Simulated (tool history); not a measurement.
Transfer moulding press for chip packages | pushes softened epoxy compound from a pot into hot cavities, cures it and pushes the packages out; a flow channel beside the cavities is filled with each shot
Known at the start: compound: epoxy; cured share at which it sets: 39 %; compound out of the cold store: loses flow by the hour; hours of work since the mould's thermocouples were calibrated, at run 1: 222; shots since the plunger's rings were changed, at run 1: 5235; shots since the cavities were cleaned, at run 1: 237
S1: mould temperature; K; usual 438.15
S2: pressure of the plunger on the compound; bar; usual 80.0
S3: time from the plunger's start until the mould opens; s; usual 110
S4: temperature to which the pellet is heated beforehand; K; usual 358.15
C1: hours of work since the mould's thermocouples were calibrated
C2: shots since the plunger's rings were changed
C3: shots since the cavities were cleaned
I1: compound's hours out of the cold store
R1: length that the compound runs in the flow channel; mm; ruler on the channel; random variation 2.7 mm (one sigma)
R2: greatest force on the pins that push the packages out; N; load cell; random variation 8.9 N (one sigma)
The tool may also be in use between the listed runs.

run 1 hour=0.0 | S1=438.15 S2=80.0 S3=110 S4=358.15 | C1=222 C2=5235 C3=237 | I1=22.6 | R1=688 R2=528
-- hour=10.9 plunger's sealing rings changed
run 2 hour=13.7 | S1=433.15 S2=80.0 S3=110 S4=358.15 | C1=229 C2=26 C3=339 | I1=35.6 | R1=698 R2=653
run 3 hour=20.5 | S1=439.15 S2=80.0 S3=110 S4=358.15 | C1=233 C2=88 C3=401 | I1=30.9 | R1=698 R2=529
run 4 hour=27.0 | S1=438.15 S2=80.0 S3=110 S4=354.15 | C1=236 C2=147 C3=460 | I1=45.0 | R1=667 R2=572
run 5 hour=41.1 | S1=438.15 S2=80.0 S3=107 S4=358.15 | C1=244 C2=276 C3=589 | I1=34.0 | R1=693 R2=581
run 6 hour=49.1 | S1=438.15 S2=80.0 S3=107 S4=358.15 | C1=249 C2=349 C3=662 | I1=43.0 | R1=673 R2=618
run 7 hour=55.5 | S1=438.15 S2=80.0 S3=107 S4=358.15 | C1=253 C2=408 C3=721 | I1=34.3 | R1=693 R2=638
-- hour=62.1 cavities cleaned with cleaning compound and waxed
run 8 hour=63.6 | S1=438.15 S2=80.0 S3=107 S4=358.15 | C1=257 C2=468 C3=14 | I1=30.4 | R1=701 R2=416
run 9 hour=71.9 | S1=438.15 S2=80.0 S3=107 S4=358.15 | C1=261 C2=544 C3=90 | I1=20.7 | R1=727 R2=440
run 10 hour=86.3 | S1=438.15 S2=80.0 S3=107 S4=358.15 | C1=270 C2=675 C3=221 | I1=22.8 | R1=718 R2=497
run 11 hour=99.4 | S1=437.15 S2=80.0 S3=110 S4=358.15 | C1=277 C2=794 C3=340 | I1=18.1 | R1=738 R2=508
run 12 hour=114.6 | S1=437.15 S2=80.0 S3=110 S4=358.15 | C1=286 C2=933 C3=479 | I1=11.7 | R1=752 R2=582
run 13 hour=130.0 | S1=437.15 S2=80.0 S3=110 S4=358.15 | C1=295 C2=1074 C3=620 | I1=40.6 | R1=670 R2=588
run 14 hour=137.6 | S1=440.15 S2=80.0 S3=110 S4=358.15 | C1=299 C2=1144 C3=690 | I1=38.6 | R1=674 R2=599
-- hour=147.3 cavities cleaned with cleaning compound and waxed
run 15 hour=152.4 | S1=443.15 S2=80.0 S3=110 S4=356.15 | C1=307 C2=1264 C3=46 | I1=45.6 | R1=656 R2=386
run 16 hour=162.6 | S1=435.15 S2=69.9 S3=115 S4=350.15 | C1=313 C2=1358 C3=140 | I1=21.9 | R1=676 R2=485
run 17 hour=177.3 | S1=435.15 S2=69.9 S3=115 S4=350.15 | C1=321 C2=1492 C3=274 | I1=12.0 | R1=702 R2=537
run 18 hour=183.9 | S1=438.15 S2=74.6 S3=110 S4=363.15 | C1=325 C2=1553 C3=335 | I1=32.3 | R1=663 R2=509
run 19 hour=193.1 | S1=435.15 S2=80.0 S3=110 S4=358.15 | C1=330 C2=1636 C3=418 | I1=37.6 | R1=684 R2=573
run 20 hour=203.3 | S1=435.15 S2=95.8 S3=93 S4=355.15 | C1=336 C2=1730 C3=512 | I1=15.9 | R1=809 R2=840
run 21 hour=213.3 | S1=443.15 S2=86.5 S3=105 S4=351.15 | C1=342 C2=1821 C3=603 | I1=43.4 | R1=681 R2=546
run 22 hour=228.9 | S1=443.15 S2=86.5 S3=105 S4=351.15 | C1=351 C2=1963 C3=745 | I1=14.9 | R1=757 R2=583
-- hour=232.7 cavities cleaned with cleaning compound and waxed
run 23 hour=244.8 | S1=435.15 S2=79.7 S3=105 S4=351.15 | C1=359 C2=2095 C3=110 | I1=28.1 | R1=704 R2=501
run 24 hour=256.5 | S1=435.15 S2=79.7 S3=105 S4=351.15 | C1=366 C2=2202 C3=217 | I1=36.5 | R1=685 R2=553
run 25 hour=266.9 | S1=438.15 S2=99.3 S3=110 S4=349.15 | C1=372 C2=2296 C3=311 | I1=29.7 | R1=769 R2=501
run 26 hour=281.4 | S1=438.15 S2=80.0 S3=115 S4=358.15 | C1=380 C2=2429 C3=444 | I1=42.0 | R1=665 R2=546
run 27 hour=291.9 | S1=446.15 S2=80.0 S3=93 S4=358.15 | C1=387 C2=2525 C3=540 | I1=31.0 | R1=676 R2=551
run 28 hour=302.2 | S1=444.15 S2=63.8 S3=125 S4=350.15 | C1=392 C2=2618 C3=633 | I1=45.6 | R1=577 R2=547

Forecast each of these 4 alternatives for the next run:
run A hour=309.5 | S1=442.15 S2=80.0 S3=110 S4=358.15 | C1=397 C2=2685 C3=700 | I1=36.4 | R1=? R2=?
run B hour=309.5 | S1=444.15 S2=62.6 S3=110 S4=358.15 | C1=397 C2=2685 C3=700 | I1=17.1 | R1=? R2=?
run C hour=309.5 | S1=444.15 S2=73.7 S3=125 S4=350.15 | C1=397 C2=2685 C3=700 | I1=23.5 | R1=? R2=?
run D hour=309.5 | S1=438.15 S2=80.0 S3=110 S4=358.15 | C1=397 C2=2685 C3=700 | I1=38.3 | R1=? R2=?

run=A R1=667 R2=585
run=B R1=630 R2=559
run=C R1=667 R2=530
run=D R1=672 R2=613
Without the tool's hidden state the same runs would have given:
run=A R1=685 R2=383
run=B R1=646 R2=365
run=C R1=685 R2=343
run=D R1=689 R2=405

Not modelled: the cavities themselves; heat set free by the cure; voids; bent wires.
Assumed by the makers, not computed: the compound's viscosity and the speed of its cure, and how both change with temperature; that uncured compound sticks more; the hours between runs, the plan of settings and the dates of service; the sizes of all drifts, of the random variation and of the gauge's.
